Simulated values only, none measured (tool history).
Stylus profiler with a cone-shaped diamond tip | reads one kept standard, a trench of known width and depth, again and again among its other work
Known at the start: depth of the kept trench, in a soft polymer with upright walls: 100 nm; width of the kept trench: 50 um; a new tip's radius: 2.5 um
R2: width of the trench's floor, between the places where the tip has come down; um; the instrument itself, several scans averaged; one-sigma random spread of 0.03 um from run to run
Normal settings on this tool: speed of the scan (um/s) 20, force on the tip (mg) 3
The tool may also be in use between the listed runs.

{"run": 1, "hour": 0.0, "speed of the scan (um/s)": 20, "force on the tip (mg)": 3, "depth of the trench (Å)": 1011.6, "R2": 47.67}
{"run": 2, "hour": 46.2, "speed of the scan (um/s)": 20, "force on the tip (mg)": 3, "depth of the trench (Å)": 1011.6, "R2": 47.66}
{"run": 3, "hour": 82.5, "speed of the scan (um/s)": 20, "force on the tip (mg)": 3, "depth of the trench (Å)": 1011.4, "R2": 47.66}
{"run": 4, "hour": 125.7, "speed of the scan (um/s)": 20, "force on the tip (mg)": 3, "depth of the trench (Å)": 1011.5, "R2": 47.59}
{"hour": 197.3, "done": "new tip fitted, height scale calibrated"}
{"run": 5, "hour": 207.2, "speed of the scan (um/s)": 9, "force on the tip (mg)": 3, "depth of the trench (Å)": 1011.6, "R2": 48.51}
{"run": 6, "hour": 285.4, "speed of the scan (um/s)": 9, "force on the tip (mg)": 3, "depth of the trench (Å)": 1011.4, "R2": 48.52}
{"run": 7, "hour": 336.2, "speed of the scan (um/s)": 15, "force on the tip (mg)": 3, "depth of the trench (Å)": 1011.5, "R2": 48.44}
{"run": 8, "hour": 412.1, "speed of the scan (um/s)": 15, "force on the tip (mg)": 3, "depth of the trench (Å)": 1011.8, "R2": 48.45}
{"run": 9, "hour": 463.4, "speed of the scan (um/s)": 15, "force on the tip (mg)": 3, "depth of the trench (Å)": 1011.5, "R2": 48.48}
{"run": 10, "hour": 546.7, "speed of the scan (um/s)": 9, "force on the tip (mg)": 3, "depth of the trench (Å)": 1011.6, "R2": 48.52}
{"run": 11, "hour": 605.6, "speed of the scan (um/s)": 20, "force on the tip (mg)": 3, "depth of the trench (Å)": 1011.7, "R2": 48.33}
{"run": 12, "hour": 683.8, "speed of the scan (um/s)": 20, "force on the tip (mg)": 3, "depth of the trench (Å)": 1011.7, "R2": 48.41}
{"run": 13, "hour": 760.2, "speed of the scan (um/s)": 20, "force on the tip (mg)": 3, "depth of the trench (Å)": 1012, "R2": 48.36}
{"run": 14, "hour": 839.0, "speed of the scan (um/s)": 20, "force on the tip (mg)": 3, "depth of the trench (Å)": 1011.7, "R2": 48.31}
{"run": 15, "hour": 904.9, "speed of the scan (um/s)": 20, "force on the tip (mg)": 3, "depth of the trench (Å)": 1012.4, "R2": 48.28}
{"run": 16, "hour": 970.5, "speed of the scan (um/s)": 20, "force on the tip (mg)": 3, "depth of the trench (Å)": 1012, "R2": 48.27}
{"run": 17, "hour": 1031.8, "speed of the scan (um/s)": 20, "force on the tip (mg)": 3, "depth of the trench (Å)": 1012.1, "R2": 48.25}
{"run": 18, "hour": 1113.5, "speed of the scan (um/s)": 20, "force on the tip (mg)": 3, "depth of the trench (Å)": 1012.1, "R2": 48.23}
{"run": 19, "hour": 1160.3, "speed of the scan (um/s)": 20, "force on the tip (mg)": 3, "depth of the trench (Å)": 1012.3, "R2": 48.17}
{"run": 20, "hour": 1203.2, "speed of the scan (um/s)": 50, "force on the tip (mg)": 3, "depth of the trench (Å)": 1012, "R2": 48.15}
{"run": 21, "hour": 1280.7, "speed of the scan (um/s)": 50, "force on the tip (mg)": 3.68, "depth of the trench (Å)": 1014.1, "R2": 48.12}
{"run": 22, "hour": 1325.5, "speed of the scan (um/s)": 50, "force on the tip (mg)": 3.68, "depth of the trench (Å)": 1013.8, "R2": 48.1}
{"run": 23, "hour": 1361.3, "speed of the scan (um/s)": 25, "force on the tip (mg)": 1.13, "depth of the trench (Å)": 1007.1, "R2": 48.04}
{"run": 24, "hour": 1415.0, "speed of the scan (um/s)": 13, "force on the tip (mg)": 7.45, "depth of the trench (Å)": 1021.5, "R2": 48.2}
{"run": 25, "hour": 1472.3, "speed of the scan (um/s)": 14, "force on the tip (mg)": 3.01, "depth of the trench (Å)": 1012.2, "R2": 48.15}
{"run": 26, "hour": 1518.3, "speed of the scan (um/s)": 7, "force on the tip (mg)": 2.4, "depth of the trench (Å)": 1010.9, "R2": 48.17}
{"run": 27, "hour": 1574.0, "speed of the scan (um/s)": 7, "force on the tip (mg)": 2.4, "depth of the trench (Å)": 1010.9, "R2": 48.1}
{"run": 28, "hour": 1653.3, "speed of the scan (um/s)": 75, "force on the tip (mg)": 4.04, "depth of the trench (Å)": 1015.2, "R2": 47.92}
{"run": 29, "hour": 1707.0, "speed of the scan (um/s)": 75, "force on the tip (mg)": 3.23, "depth of the trench (Å)": 1013.3, "R2": 47.91}
{"run": 30, "hour": 1791.4, "speed of the scan (um/s)": 8, "force on the tip (mg)": 4.74, "depth of the trench (Å)": 1016.8, "R2": 48.07}
{"run": 31, "hour": 1865.5, "speed of the scan (um/s)": 80, "force on the tip (mg)": 1.41, "depth of the trench (Å)": 1008.2, "R2": 47.68}
{"run": 32, "hour": 1921.2, "speed of the scan (um/s)": 80, "force on the tip (mg)": 1.41, "depth of the trench (Å)": 1008.5, "R2": 47.7}
{"run": 33, "hour": 1961.2, "speed of the scan (um/s)": 13, "force on the tip (mg)": 8.35, "depth of the trench (Å)": 1023.4, "R2": 48.02}
{"run": 34, "hour": 2012.1, "speed of the scan (um/s)": 29, "force on the tip (mg)": 1.47, "depth of the trench (Å)": 1009, "R2": 47.92}
{"run": 35, "hour": 2077.0, "speed of the scan (um/s)": 16, "force on the tip (mg)": 2.07, "depth of the trench (Å)": 1010.1, "R2": 47.98}
{"run": 36, "hour": 2132.7, "speed of the scan (um/s)": 16, "force on the tip (mg)": 1.38, "depth of the trench (Å)": 1008.6, "R2": 47.92}
{"run": 37, "hour": 2202.5, "speed of the scan (um/s)": 20, "force on the tip (mg)": 2.8, "depth of the trench (Å)": 1012.5, "R2": 47.95}
{"run": 38, "hour": 2245.3, "speed of the scan (um/s)": 20, "force on the tip (mg)": 2.8, "depth of the trench (Å)": 1012.7, "R2": 47.96}
{"run": 39, "hour": 2318.8, "speed of the scan (um/s)": 20, "force on the tip (mg)": 2.58, "depth of the trench (Å)": 1012.1, "R2": 47.9}
{"run": 40, "hour": 2393.8, "speed of the scan (um/s)": 7, "force on the tip (mg)": 4.11, "depth of the trench (Å)": 1016.1, "R2": 47.99}

Below, some changes in depth of the trench (Å) between adjacent runs. For each, the amount present without the hidden state too (settings, incoming material, random variation) and the amount remaining for the hidden state with gauge scatter not shared by both compared results:
What the log doesn't record here: radius of the tip, um; height scale over the true one, %; drift of the gauge itself on depth_nm, %; drift of the gauge itself on floor_um, %.
Run 4 -> 5: speed of the scan (um/s) 20 -> 9, new tip fitted, height scale calibrated. depth of the trench (Å) +0.1: hidden state -0.4, all else +0.5.
Run 5 -> 6: nothing adjusted, nothing logged. depth of the trench (Å) -0.2: hidden state +0.1, all else -0.3.
Run 12 -> 13: nothing adjusted, nothing logged. depth of the trench (Å) +0.3: hidden state +0.2, all else +0.1.
Run 23 -> 24: speed of the scan (um/s) 25 -> 13, force on the tip (mg) 1.13 -> 7.45. depth of the trench (Å) +14.4: hidden state +0.1, all else +14.3.
Run 32 -> 33: speed of the scan (um/s) 80 -> 13, force on the tip (mg) 1.41 -> 8.35. depth of the trench (Å) +14.9: hidden state +0.1, all else +14.8.
Run 33 -> 34: speed of the scan (um/s) 13 -> 29, force on the tip (mg) 8.35 -> 1.47. depth of the trench (Å) -14.4: hidden state +0, all else -14.4.
